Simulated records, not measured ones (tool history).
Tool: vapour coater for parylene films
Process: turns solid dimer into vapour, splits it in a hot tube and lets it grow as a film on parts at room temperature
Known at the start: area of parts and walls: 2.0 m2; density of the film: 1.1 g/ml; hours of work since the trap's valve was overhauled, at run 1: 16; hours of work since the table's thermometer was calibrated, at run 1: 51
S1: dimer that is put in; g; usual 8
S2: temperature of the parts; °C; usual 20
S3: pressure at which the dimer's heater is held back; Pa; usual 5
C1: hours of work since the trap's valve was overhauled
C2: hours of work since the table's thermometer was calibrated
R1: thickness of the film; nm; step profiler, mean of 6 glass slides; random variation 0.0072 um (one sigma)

run 1 hour=0 | S1=8 S2=20 S3=5 | C1=16 C2=51 | R1=2666
run 2 hour=21.9 | S1=5 S2=20 S3=5 | C1=29 C2=64 | R1=1659
run 3 hour=42.4 | S1=8 S2=18 S3=5 | C1=41 C2=76 | R1=2808
run 4 hour=61.8 | S1=8 S2=18 S3=5 | C1=53 C2=88 | R1=2804
run 5 hour=79 | S1=8 S2=20 S3=5 | C1=63 C2=98 | R1=2648
run 6 hour=102.7 | S1=8 S2=20 S3=5 | C1=77 C2=112 | R1=2649
run 7 hour=117.8 | S1=8 S2=20 S3=5 | C1=86 C2=121 | R1=2640
run 8 hour=142.1 | S1=8 S2=20 S3=5 | C1=100 C2=135 | R1=2647
run 9 hour=164.4 | S1=8 S2=20 S3=5 | C1=113 C2=148 | R1=2639
run 10 hour=176.8 | S1=10 S2=20 S3=5 | C1=121 C2=155 | R1=3307
run 11 hour=195.2 | S1=10 S2=20 S3=5 | C1=131 C2=166 | R1=3291
run 12 hour=216 | S1=6 S2=20 S3=5 | C1=144 C2=178 | R1=1971
run 13 hour=231 | S1=6 S2=20 S3=5 | C1=153 C2=187 | R1=1970
run 14 hour=255.1 | S1=8 S2=20 S3=3.02 | C1=167 C2=201 | R1=2720
run 15 hour=269.9 | S1=4 S2=20 S3=5 | C1=175 C2=210 | R1=1316
run 16 hour=283.1 | S1=8 S2=20 S3=4.27 | C1=183 C2=218 | R1=2638
run 17 hour=294.1 | S1=8 S2=20 S3=4.27 | C1=190 C2=224 | R1=2652
run 18 hour=316.4 | S1=8 S2=20 S3=4.27 | C1=203 C2=238 | R1=2666
run 19 hour=333.7 | S1=8 S2=20 S3=4.27 | C1=213 C2=248 | R1=2660
run 20 hour=356.3 | S1=8 S2=20 S3=4.27 | C1=226 C2=261 | R1=2649
run 21 hour=380.8 | S1=8 S2=20 S3=4.27 | C1=241 C2=275 | R1=2660
run 22 hour=394.4 | S1=5 S2=30 S3=5 | C1=249 C2=283 | R1=1233
run 23 hour=406.8 | S1=5 S2=17 S3=5.54 | C1=256 C2=291 | R1=1767
run 24 hour=429.1 | S1=5 S2=15 S3=5.12 | C1=269 C2=304 | R1=1881
run 25 hour=446 | S1=3 S2=15 S3=2.02 | C1=279 C2=314 | R1=1195
run 26 hour=462.1 | S1=3 S2=15 S3=2.02 | C1=289 C2=323 | R1=1202
run 27 hour=486.1 | S1=3 S2=17 S3=2.02 | C1=303 C2=337 | R1=1136

Measured less the same run without the tool's hidden state. The same run-to-run variation is in both; the gauge's scatter may not be:
The hidden state here: vapour lost through the trap's worn valve, %; true temperature of the parts over the reading, C; drift of the gauge itself on film_um, %.
run=1 R1=+7
run=2 R1=+4
run=3 R1=+4
run=4 R1=+1
run=5 R1=+0
run=6 R1=-3
run=7 R1=-4
run=8 R1=-7
run=9 R1=-9
run=10 R1=-12
run=11 R1=-13
run=12 R1=-9
run=13 R1=-11
run=14 R1=-17
run=15 R1=-9
run=16 R1=-20
run=17 R1=-20
run=18 R1=-23
run=19 R1=-24
run=20 R1=-26
run=21 R1=-28
run=22 R1=-14
run=23 R1=-20
run=24 R1=-24
run=25 R1=-15
run=26 R1=-16
run=27 R1=-16

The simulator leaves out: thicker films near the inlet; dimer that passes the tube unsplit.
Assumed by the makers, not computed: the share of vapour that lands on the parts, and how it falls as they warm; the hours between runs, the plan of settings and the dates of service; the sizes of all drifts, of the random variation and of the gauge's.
